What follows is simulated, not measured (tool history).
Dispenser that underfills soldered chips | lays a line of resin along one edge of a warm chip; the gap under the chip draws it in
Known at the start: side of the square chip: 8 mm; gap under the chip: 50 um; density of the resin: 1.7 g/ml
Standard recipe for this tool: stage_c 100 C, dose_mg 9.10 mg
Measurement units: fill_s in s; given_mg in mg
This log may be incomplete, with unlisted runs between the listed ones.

{"run": 1, "hour": 0.0, "stage_c": 100, "dose_mg": 9.1, "fill_s": 34.9, "given_mg": 8.88}
{"run": 2, "hour": 2.2, "stage_c": 100, "dose_mg": 9.1, "fill_s": 38.4, "given_mg": 8.88}
{"run": 3, "hour": 5.4, "stage_c": 100, "dose_mg": 9.1, "fill_s": 44.0, "given_mg": 8.87}
{"hour": 7.1, "done": "new syringe of resin"}
{"hour": 9.8, "done": "dispensing valve cleaned and set on the balance"}
{"run": 4, "hour": 11.5, "stage_c": 100, "dose_mg": 9.1, "fill_s": 38.6, "given_mg": 9.09}
{"hour": 15.7, "done": "new syringe of resin"}
{"run": 5, "hour": 16.3, "stage_c": 100, "dose_mg": 9.1, "fill_s": 36.3, "given_mg": 9.07}
{"run": 6, "hour": 20.1, "stage_c": 100, "dose_mg": 9.1, "fill_s": 41.5, "given_mg": 9.06}
{"hour": 23.5, "done": "new syringe of resin"}
{"run": 7, "hour": 24.6, "stage_c": 100, "dose_mg": 9.1, "fill_s": 36.6, "given_mg": 9.03}
{"run": 8, "hour": 29.4, "stage_c": 100, "dose_mg": 9.1, "fill_s": 44.1, "given_mg": 9.02}
{"hour": 31.3, "done": "new syringe of resin"}
{"run": 9, "hour": 34.2, "stage_c": 89, "dose_mg": 9.1, "fill_s": 63.0, "given_mg": 9.02}
{"run": 10, "hour": 37.9, "stage_c": 89, "dose_mg": 9.1, "fill_s": 72.3, "given_mg": 8.98}
{"hour": 39.2, "done": "new syringe of resin"}
{"run": 11, "hour": 42.3, "stage_c": 89, "dose_mg": 9.1, "fill_s": 63.8, "given_mg": 9.0}
{"run": 12, "hour": 45.5, "stage_c": 102, "dose_mg": 9.1, "fill_s": 40.6, "given_mg": 8.98}
{"hour": 46.9, "done": "new syringe of resin"}
{"run": 13, "hour": 50.1, "stage_c": 113, "dose_mg": 9.1, "fill_s": 22.0, "given_mg": 8.96}
{"hour": 54.9, "done": "new syringe of resin"}
{"run": 14, "hour": 55.1, "stage_c": 100, "dose_mg": 11.21, "fill_s": 34.9, "given_mg": 10.97}
{"run": 15, "hour": 60.1, "stage_c": 100, "dose_mg": 11.21, "fill_s": 42.5, "given_mg": 10.99}
{"hour": 62.6, "done": "new syringe of resin"}
{"run": 16, "hour": 63.1, "stage_c": 100, "dose_mg": 9.02, "fill_s": 35.0, "given_mg": 8.82}
{"run": 17, "hour": 65.8, "stage_c": 100, "dose_mg": 9.02, "fill_s": 38.3, "given_mg": 8.83}
{"hour": 70.3, "done": "new syringe of resin"}
{"run": 18, "hour": 71.2, "stage_c": 100, "dose_mg": 9.1, "fill_s": 36.1, "given_mg": 8.86}
{"run": 19, "hour": 75.3, "stage_c": 100, "dose_mg": 9.1, "fill_s": 43.0, "given_mg": 8.88}
{"run": 20, "hour": 77.6, "stage_c": 100, "dose_mg": 9.1, "fill_s": 46.8, "given_mg": 8.85}
{"hour": 78.4, "done": "new syringe of resin"}
{"hour": 80.4, "done": "dispensing valve cleaned and set on the balance"}
{"run": 21, "hour": 82.1, "stage_c": 86, "dose_mg": 9.91, "fill_s": 70.6, "given_mg": 9.87}
{"run": 22, "hour": 85.6, "stage_c": 103, "dose_mg": 10.02, "fill_s": 39.3, "given_mg": 9.97}
{"hour": 87.3, "done": "new syringe of resin"}
{"run": 23, "hour": 89.7, "stage_c": 86, "dose_mg": 10.02, "fill_s": 70.1, "given_mg": 9.97}
{"run": 24, "hour": 92.6, "stage_c": 86, "dose_mg": 10.02, "fill_s": 78.3, "given_mg": 9.97}
{"hour": 95.3, "done": "new syringe of resin"}
{"run": 25, "hour": 96.4, "stage_c": 88, "dose_mg": 11.16, "fill_s": 62.7, "given_mg": 11.07}
{"run": 26, "hour": 100.7, "stage_c": 100, "dose_mg": 11.35, "fill_s": 44.2, "given_mg": 11.22}
{"hour": 103.1, "done": "new syringe of resin"}
{"run": 27, "hour": 103.9, "stage_c": 100, "dose_mg": 11.35, "fill_s": 35.6, "given_mg": 11.22}
{"run": 28, "hour": 108.2, "stage_c": 99, "dose_mg": 11.44, "fill_s": 43.3, "given_mg": 11.3}
{"hour": 110.9, "done": "new syringe of resin"}
{"run": 29, "hour": 113.6, "stage_c": 90, "dose_mg": 8.87, "fill_s": 59.6, "given_mg": 8.72}
{"hour": 118.8, "done": "new syringe of resin"}
{"run": 30, "hour": 119.0, "stage_c": 96, "dose_mg": 10.74, "fill_s": 41.7, "given_mg": 10.56}
{"run": 31, "hour": 122.9, "stage_c": 96, "dose_mg": 10.74, "fill_s": 48.2, "given_mg": 10.54}
{"hour": 126.5, "done": "new syringe of resin"}
{"run": 32, "hour": 128.4, "stage_c": 96, "dose_mg": 7.9, "fill_s": 45.9, "given_mg": 7.75}
{"run": 33, "hour": 131.9, "stage_c": 96, "dose_mg": 7.9, "fill_s": 51.8, "given_mg": 7.74}
{"hour": 134.2, "done": "new syringe of resin"}
{"run": 34, "hour": 135.2, "stage_c": 96, "dose_mg": 7.9, "fill_s": 44.0, "given_mg": 7.69}
{"run": 35, "hour": 140.4, "stage_c": 99, "dose_mg": 9.82, "fill_s": 46.1, "given_mg": 9.55}

Consider 4 possible next runs. They are alternatives, not a sequence: every one starts from the tool as it was left by run 35. What does each give?
{"hour": 142.0, "done": "new syringe of resin"}
{"run": "A", "hour": 144.3, "stage_c": 92, "dose_mg": 11.7, "fill_s": "?", "given_mg": "?"}
{"hour": 142.0, "done": "new syringe of resin"}
{"run": "B", "hour": 144.3, "stage_c": 87, "dose_mg": 11.3, "fill_s": "?", "given_mg": "?"}
{"hour": 142.0, "done": "new syringe of resin"}
{"run": "C", "hour": 144.3, "stage_c": 88, "dose_mg": 10.53, "fill_s": "?", "given_mg": "?"}
{"hour": 142.0, "done": "new syringe of resin"}
{"run": "D", "hour": 144.3, "stage_c": 99, "dose_mg": 9.47, "fill_s": "?", "given_mg": "?"}

run=A fill_s=53.4 given_mg=11.35
run=B fill_s=67.9 given_mg=10.98
run=C fill_s=63.3 given_mg=10.26
run=D fill_s=40.0 given_mg=9.23
With no hidden state in the tool, these same runs would have given:
run=A fill_s=47.7 given_mg=11.67
run=B fill_s=60.5 given_mg=11.29
run=C fill_s=56.5 given_mg=10.55
run=D fill_s=35.7 given_mg=9.49
